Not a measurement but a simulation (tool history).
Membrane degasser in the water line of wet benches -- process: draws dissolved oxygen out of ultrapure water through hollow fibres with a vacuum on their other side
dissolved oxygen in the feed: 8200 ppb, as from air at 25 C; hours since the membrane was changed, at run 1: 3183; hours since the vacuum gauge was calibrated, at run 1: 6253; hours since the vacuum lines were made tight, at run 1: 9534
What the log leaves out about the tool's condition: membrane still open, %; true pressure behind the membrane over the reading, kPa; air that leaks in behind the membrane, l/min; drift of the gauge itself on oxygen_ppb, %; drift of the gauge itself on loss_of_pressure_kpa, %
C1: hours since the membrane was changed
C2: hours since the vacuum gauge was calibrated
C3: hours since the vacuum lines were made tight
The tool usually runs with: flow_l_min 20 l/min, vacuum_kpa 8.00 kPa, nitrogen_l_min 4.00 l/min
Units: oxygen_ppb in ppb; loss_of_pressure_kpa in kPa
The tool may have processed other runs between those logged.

Run 1, day 0.000: usual settings; C1 3183; C2 6253; C3 9534. Result: oxygen_ppb 64.1 ppb, loss_of_pressure_kpa 28.85 kPa.
Run 2, day 4.958: usual settings; C1 3302; C2 6372; C3 9653. Result: oxygen_ppb 64.4 ppb, loss_of_pressure_kpa 29.21 kPa.
Run 3, day 8.600: usual settings; C1 3389; C2 6459; C3 9740. Result: oxygen_ppb 64.1 ppb, loss_of_pressure_kpa 29.03 kPa.
Run 4, day 11.288: usual settings but flow_l_min 14 l/min; C1 3454; C2 6524; C3 9805. Result: oxygen_ppb 45.0 ppb, loss_of_pressure_kpa 20.33 kPa.
Run 5, day 14.442: usual settings but flow_l_min 25 l/min; C1 3529; C2 6600; C3 9881. Result: oxygen_ppb 81.0 ppb, loss_of_pressure_kpa 36.22 kPa.
Run 6, day 18.850: usual settings; C1 3635; C2 6705; C3 9986. Result: oxygen_ppb 64.4 ppb, loss_of_pressure_kpa 29.05 kPa.
Run 7, day 23.904: usual settings; C1 3756; C2 6827; C3 10108. Result: oxygen_ppb 64.6 ppb, loss_of_pressure_kpa 28.96 kPa.
Run 8, day 27.471: usual settings but flow_l_min 21 l/min; C1 3842; C2 6912; C3 10193. Result: oxygen_ppb 68.0 ppb, loss_of_pressure_kpa 30.71 kPa.
Run 9, day 32.242: usual settings but flow_l_min 21 l/min; C1 3957; C2 7027; C3 10308. Result: oxygen_ppb 68.4 ppb, loss_of_pressure_kpa 30.77 kPa.
At day 34.433: vacuum gauge calibrated.
Run 10, day 35.742: usual settings but nitrogen_l_min 2.14 l/min; C1 4040; C2 31; C3 10391. Result: oxygen_ppb 113.7 ppb, loss_of_pressure_kpa 29.10 kPa.
Run 11, day 38.688: usual settings but nitrogen_l_min 2.14 l/min; C1 4111; C2 102; C3 10462. Result: oxygen_ppb 114.1 ppb, loss_of_pressure_kpa 29.17 kPa.
Run 12, day 41.650: usual settings but nitrogen_l_min 4.41 l/min; C1 4182; C2 173; C3 10533. Result: oxygen_ppb 59.6 ppb, loss_of_pressure_kpa 29.24 kPa.
Run 13, day 45.208: usual settings but nitrogen_l_min 4.41 l/min; C1 4267; C2 259; C3 10618. Result: oxygen_ppb 59.7 ppb, loss_of_pressure_kpa 29.24 kPa.
Run 14, day 50.200: usual settings but nitrogen_l_min 3.05 l/min; C1 4387; C2 378; C3 10738. Result: oxygen_ppb 83.8 ppb, loss_of_pressure_kpa 29.37 kPa.
Run 15, day 55.538: usual settings but nitrogen_l_min 3.05 l/min; C1 4515; C2 507; C3 10866. Result: oxygen_ppb 83.7 ppb, loss_of_pressure_kpa 29.02 kPa.
Run 16, day 59.450: usual settings but vacuum_kpa 6.37 kPa; C1 4609; C2 600; C3 10960. Result: oxygen_ppb 45.0 ppb, loss_of_pressure_kpa 29.04 kPa.
At day 62.958: seals of the vacuum lines changed.
At day 64.400: vacuum gauge calibrated, once more.
Run 17, day 65.100: usual settings but vacuum_kpa 6.37 kPa; C1 4742; C2 17; C3 51. Result: oxygen_ppb 42.7 ppb, loss_of_pressure_kpa 29.26 kPa.
Run 18, day 70.767: usual settings but flow_l_min 18 l/min, vacuum_kpa 6.62 kPa, nitrogen_l_min 3.06 l/min; C1 4878; C2 153; C3 187. Result: oxygen_ppb 52.1 ppb, loss_of_pressure_kpa 26.42 kPa.
Run 19, day 75.646: usual settings but flow_l_min 27 l/min, nitrogen_l_min 2.25 l/min; C1 4995; C2 270; C3 304. Result: oxygen_ppb 141.4 ppb, loss_of_pressure_kpa 39.80 kPa.
Run 20, day 79.504: usual settings but flow_l_min 18 l/min, vacuum_kpa 6.78 kPa, nitrogen_l_min 11.26 l/min; C1 5088; C2 362; C3 397. Result: oxygen_ppb 17.4 ppb, loss_of_pressure_kpa 26.21 kPa.
Run 21, day 82.300: usual settings but flow_l_min 21 l/min, vacuum_kpa 6.78 kPa, nitrogen_l_min 11.26 l/min; C1 5155; C2 430; C3 464. Result: oxygen_ppb 21.1 ppb, loss_of_pressure_kpa 30.82 kPa.
Run 22, day 87.092: usual settings but flow_l_min 14 l/min, vacuum_kpa 19.73 kPa, nitrogen_l_min 2.91 l/min; C1 5270; C2 545; C3 579. Result: oxygen_ppb 192.0 ppb, loss_of_pressure_kpa 20.47 kPa.
Run 23, day 92.092: usual settings but flow_l_min 22 l/min, vacuum_kpa 15.71 kPa, nitrogen_l_min 2.02 l/min; C1 5390; C2 665; C3 699. Result: oxygen_ppb 315.3 ppb, loss_of_pressure_kpa 32.29 kPa.
Run 24, day 96.229: usual settings but flow_l_min 18 l/min, nitrogen_l_min 8.77 l/min; C1 5489; C2 764; C3 798. Result: oxygen_ppb 27.6 ppb, loss_of_pressure_kpa 26.53 kPa.
Run 25, day 99.817: usual settings but flow_l_min 18 l/min, nitrogen_l_min 8.77 l/min; C1 5575; C2 850; C3 884. Result: oxygen_ppb 27.8 ppb, loss_of_pressure_kpa 26.26 kPa.
Run 26, day 104.383: usual settings but flow_l_min 18 l/min, nitrogen_l_min 8.77 l/min; C1 5685; C2 960; C3 994. Result: oxygen_ppb 27.6 ppb, loss_of_pressure_kpa 26.46 kPa.
Run 27, day 107.692: usual settings but flow_l_min 26 l/min, nitrogen_l_min 6.47 l/min; C1 5764; C2 1039; C3 1073. Result: oxygen_ppb 55.0 ppb, loss_of_pressure_kpa 37.86 kPa.
Run 28, day 110.262: usual settings but flow_l_min 26 l/min, nitrogen_l_min 6.47 l/min; C1 5826; C2 1101; C3 1135. Result: oxygen_ppb 55.0 ppb, loss_of_pressure_kpa 38.28 kPa.
Run 29, day 115.279: usual settings but flow_l_min 26 l/min, nitrogen_l_min 6.47 l/min; C1 5946; C2 1221; C3 1255. Result: oxygen_ppb 55.4 ppb, loss_of_pressure_kpa 38.06 kPa.
Run 30, day 120.008: usual settings but flow_l_min 26 l/min, nitrogen_l_min 6.47 l/min; C1 6060; C2 1335; C3 1369. Result: oxygen_ppb 55.2 ppb, loss_of_pressure_kpa 38.34 kPa.
Run 31, day 126.342: usual settings but flow_l_min 16 l/min; C1 6212; C2 1487; C3 1521. Result: oxygen_ppb 50.1 ppb, loss_of_pressure_kpa 23.41 kPa.
Run 32, day 131.992: usual settings but vacuum_kpa 5.95 kPa, nitrogen_l_min 5.26 l/min; C1 6348; C2 1622; C3 1656. Result: oxygen_ppb 30.3 ppb, loss_of_pressure_kpa 29.54 kPa.
Run 33, day 137.383: usual settings but flow_l_min 14 l/min, vacuum_kpa 9.65 kPa, nitrogen_l_min 9.87 l/min; C1 6477; C2 1752; C3 1786. Result: oxygen_ppb 24.6 ppb, loss_of_pressure_kpa 20.54 kPa.

Predict each of these 3 candidate next runs independently; none follows another, all start after run 33:
Run A, day 142.671: usual settings but flow_l_min 29 l/min, vacuum_kpa 9.30 kPa, nitrogen_l_min 5.40 l/min; C1 6604; C2 1878; C3 1913. Result: oxygen_ppb ?, loss_of_pressure_kpa ?.
Run B, day 142.671: usual settings but flow_l_min 13 l/min, nitrogen_l_min 11.89 l/min; C1 6604; C2 1878; C3 1913. Result: oxygen_ppb ?, loss_of_pressure_kpa ?.
Run C, day 142.671: usual settings but flow_l_min 14 l/min; C1 6604; C2 1878; C3 1913. Result: oxygen_ppb ?, loss_of_pressure_kpa ?.

run  oxygen_ppb  loss_of_pressure_kpa
  A        89.4                 42.67
  B        15.0                 19.32
  C        43.7                 20.41
Stripped of hidden state, with their random variation kept, the same runs would have yielded:
run  oxygen_ppb  loss_of_pressure_kpa
  A        87.0                 41.52
  B        14.4                 18.81
  C        42.6                 19.86

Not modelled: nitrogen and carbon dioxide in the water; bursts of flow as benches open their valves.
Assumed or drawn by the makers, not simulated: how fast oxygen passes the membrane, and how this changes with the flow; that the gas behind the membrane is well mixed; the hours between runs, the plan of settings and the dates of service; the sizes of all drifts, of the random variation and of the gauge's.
